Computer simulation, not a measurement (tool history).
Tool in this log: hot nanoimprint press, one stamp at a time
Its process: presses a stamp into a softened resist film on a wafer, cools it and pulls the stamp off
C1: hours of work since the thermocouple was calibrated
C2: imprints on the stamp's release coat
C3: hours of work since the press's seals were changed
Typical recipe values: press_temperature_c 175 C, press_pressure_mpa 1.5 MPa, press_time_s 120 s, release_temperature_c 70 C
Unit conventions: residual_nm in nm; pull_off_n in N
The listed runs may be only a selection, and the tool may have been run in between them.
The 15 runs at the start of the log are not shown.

run 16 hour=138.8 | press_temperature_c=175 press_pressure_mpa=1.5 press_time_s=120 release_temperature_c=70 | C1=120 C2=231 C3=261 | residual_nm=97.8 pull_off_n=149
run 17 hour=143.9 | press_temperature_c=169 press_pressure_mpa=1.5 press_time_s=200 release_temperature_c=70 | C1=123 C2=247 C3=264 | residual_nm=104.6 pull_off_n=149
run 18 hour=155.8 | press_temperature_c=169 press_pressure_mpa=1.5 press_time_s=200 release_temperature_c=70 | C1=128 C2=283 C3=269 | residual_nm=105.3 pull_off_n=153
run 19 hour=161 | press_temperature_c=175 press_pressure_mpa=1.33 press_time_s=120 release_temperature_c=66 | C1=131 C2=299 C3=271 | residual_nm=102.1 pull_off_n=159
run 20 hour=167.5 | press_temperature_c=175 press_pressure_mpa=0.93 press_time_s=120 release_temperature_c=71 | C1=133 C2=319 C3=274 | residual_nm=115.8 pull_off_n=148
run 21 hour=173.6 | press_temperature_c=175 press_pressure_mpa=0.93 press_time_s=120 release_temperature_c=71 | C1=136 C2=338 C3=277 | residual_nm=116.8 pull_off_n=150
run 22 hour=179.3 | press_temperature_c=175 press_pressure_mpa=1.5 press_time_s=184 release_temperature_c=63 | C1=139 C2=355 C3=280 | residual_nm=80.3 pull_off_n=162
run 23 hour=186.2 | press_temperature_c=173 press_pressure_mpa=1.13 press_time_s=184 release_temperature_c=68 | C1=142 C2=377 C3=283 | residual_nm=102.1 pull_off_n=156
run 24 hour=193.6 | press_temperature_c=173 press_pressure_mpa=1.13 press_time_s=184 release_temperature_c=68 | C1=145 C2=399 C3=286 | residual_nm=100.1 pull_off_n=155
run 25 hour=202.6 | press_temperature_c=182 press_pressure_mpa=2.29 press_time_s=60 release_temperature_c=73 | C1=149 C2=427 C3=290 | residual_nm=79.5 pull_off_n=151
run 26 hour=207.9 | press_temperature_c=187 press_pressure_mpa=1.5 press_time_s=120 release_temperature_c=59 | C1=152 C2=443 C3=293 | residual_nm=59.8 pull_off_n=176
run 27 hour=214.4 | press_temperature_c=186 press_pressure_mpa=1.5 press_time_s=91 release_temperature_c=69 | C1=155 C2=463 C3=296 | residual_nm=69.3 pull_off_n=157
run 28 hour=223.6 | press_temperature_c=175 press_pressure_mpa=1.06 press_time_s=68 release_temperature_c=73 | C1=159 C2=491 C3=300 | residual_nm=132.3 pull_off_n=151

The next listed run, before its measurement:
-- hour=239.7 stamp cleaned and given a new release coat
run 29 hour=241.4 | press_temperature_c=175 press_pressure_mpa=1.06 press_time_s=68 release_temperature_c=73 | C1=164 C2=6 C3=305 | residual_nm=? pull_off_n=?

Run 29 measured residual_nm 134.7 nm, pull_off_n 138 N.
Take away the tool's hidden state, keep the run-to-run variation as it was, and the same run would have given residual_nm 138.6 nm, pull_off_n 140 N.
